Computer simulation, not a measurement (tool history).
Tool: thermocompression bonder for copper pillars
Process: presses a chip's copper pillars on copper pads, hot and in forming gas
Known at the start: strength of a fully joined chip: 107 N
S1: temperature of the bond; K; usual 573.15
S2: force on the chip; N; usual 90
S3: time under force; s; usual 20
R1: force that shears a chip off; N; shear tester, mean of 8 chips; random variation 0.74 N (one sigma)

{"run": 1, "hour": 0.0, "S1": 573.15, "S2": 90, "S3": 20, "R1": 49.2}
{"hour": 9.1, "done": "forming gas filter changed"}
{"run": 2, "hour": 27.9, "S1": 559.15, "S2": 90, "S3": 20, "R1": 40.6}
{"run": 3, "hour": 46.8, "S1": 559.15, "S2": 90, "S3": 20, "R1": 40.5}
{"run": 4, "hour": 60.7, "S1": 561.15, "S2": 90, "S3": 20, "R1": 41.5}
{"run": 5, "hour": 84.2, "S1": 561.15, "S2": 90, "S3": 20, "R1": 42.0}
{"run": 6, "hour": 99.7, "S1": 561.15, "S2": 90, "S3": 20, "R1": 41.2}
{"hour": 103.6, "done": "force cell calibrated"}
{"run": 7, "hour": 113.9, "S1": 573.15, "S2": 90, "S3": 20, "R1": 50.4}
{"run": 8, "hour": 131.2, "S1": 573.15, "S2": 90, "S3": 20, "R1": 47.4}
{"run": 9, "hour": 144.5, "S1": 573.15, "S2": 55, "S3": 20, "R1": 32.8}
{"run": 10, "hour": 163.8, "S1": 600.15, "S2": 90, "S3": 20, "R1": 65.6}
{"hour": 168.0, "done": "force cell calibrated, once more"}
{"run": 11, "hour": 178.5, "S1": 600.15, "S2": 90, "S3": 20, "R1": 67.4}
{"run": 12, "hour": 191.9, "S1": 564.15, "S2": 70, "S3": 29, "R1": 41.3}
{"run": 13, "hour": 210.7, "S1": 573.15, "S2": 115, "S3": 57, "R1": 77.7}
{"run": 14, "hour": 232.1, "S1": 581.15, "S2": 122, "S3": 10, "R1": 52.7}
{"run": 15, "hour": 248.8, "S1": 554.15, "S2": 55, "S3": 15, "R1": 21.0}
{"run": 16, "hour": 273.7, "S1": 554.15, "S2": 55, "S3": 15, "R1": 22.1}

Measured less the same run without the tool's hidden state. The same run-to-run variation is in both; the gauge's scatter may not be:
The hidden state here: true temperature of the bond over the reading, C; force that reaches the chip, % of what is set; oxide that the forming gas leaves, % of the face; drift of the gauge itself on shear_n, %.
run=1 R1=-5.6
run=2 R1=-4.5
run=3 R1=-4.5
run=4 R1=-4.7
run=5 R1=-4.9
run=6 R1=-4.9
run=7 R1=-5.7
run=8 R1=-5.6
run=9 R1=-4.5
run=10 R1=-6.0
run=11 R1=-5.3
run=12 R1=-4.9
run=13 R1=-5.8
run=14 R1=-5.6
run=15 R1=-3.3
run=16 R1=-3.5
